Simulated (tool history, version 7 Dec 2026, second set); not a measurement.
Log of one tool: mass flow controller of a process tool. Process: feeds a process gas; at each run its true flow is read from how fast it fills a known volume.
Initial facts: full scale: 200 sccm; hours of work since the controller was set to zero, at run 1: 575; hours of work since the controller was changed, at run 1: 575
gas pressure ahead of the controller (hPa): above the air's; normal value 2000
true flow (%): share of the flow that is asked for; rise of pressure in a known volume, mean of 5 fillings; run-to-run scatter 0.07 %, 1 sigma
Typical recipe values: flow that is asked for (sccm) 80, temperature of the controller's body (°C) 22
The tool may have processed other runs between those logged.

run	hour	flow that is asked for (sccm)	gas pressure ahead of the controller (hPa)	temperature of the controller's body (°C)	hours of work since the controller was set to zero	hours of work since the controller was changed	true flow (%)
1	0.0	80	2000	22	575	575	98.25
2	65.1	80	2000	22	601	601	98.39
3	159.6	80	2000	26	638	638	98.16
4	270.7	80	2000	26	681	681	98.24
5	344.0	80	2000	26	710	710	98.40
6	423.3	80	2000	26	741	741	98.25
7	487.7	80	2000	26	766	766	98.38
8	575.6	80	2000	26	800	800	98.53
9	682.4	80	2000	26	842	842	98.48
10	766.5	80	2000	26	875	875	98.49
11	822.1	80	2000	26	896	896	98.54
12	906.5	80	2000	26	929	929	98.67
13	954.6	73	1820	26	948	948	98.24
14	1052.8	73	1820	26	987	987	98.43
15	1117.7	102	1890	21	1012	1012	99.19
16	1175.9	23	2000	32	1035	1035	97.64
17	1281.4	80	2020	22	1076	1076	99.00
18	1358.3	193	1680	33	1106	1106	100.09
19	1434.6	80	1740	22	1136	1136	98.97
20	1535.1	80	1740	22	1175	1175	99.12
21	1624.4	80	1740	22	1210	1210	99.13
22	1734.5	80	1740	22	1253	1253	99.00
23	1795.8	80	2000	22	1277	1277	99.37
24	1880.7	33	1690	30	1310	1310	97.94

Here are 5 independent what-if runs from the current tool condition. What would each one return?
A	1952.1	74	2300	27	1338	1338	?
B	1952.1	107	1700	21	1338	1338	?
C	1952.1	80	2000	32	1338	1338	?
D	1952.1	33	1490	36	1338	1338	?
E	1952.1	87	1670	30	1338	1338	?

run	true flow (%)
A	99.25
B	99.71
C	98.89
D	97.66
E	98.79
Stripped of hidden state, with their random variation kept, the same runs would have yielded:
run	true flow (%)
A	98.21
B	98.66
C	97.85
D	96.63
E	97.76
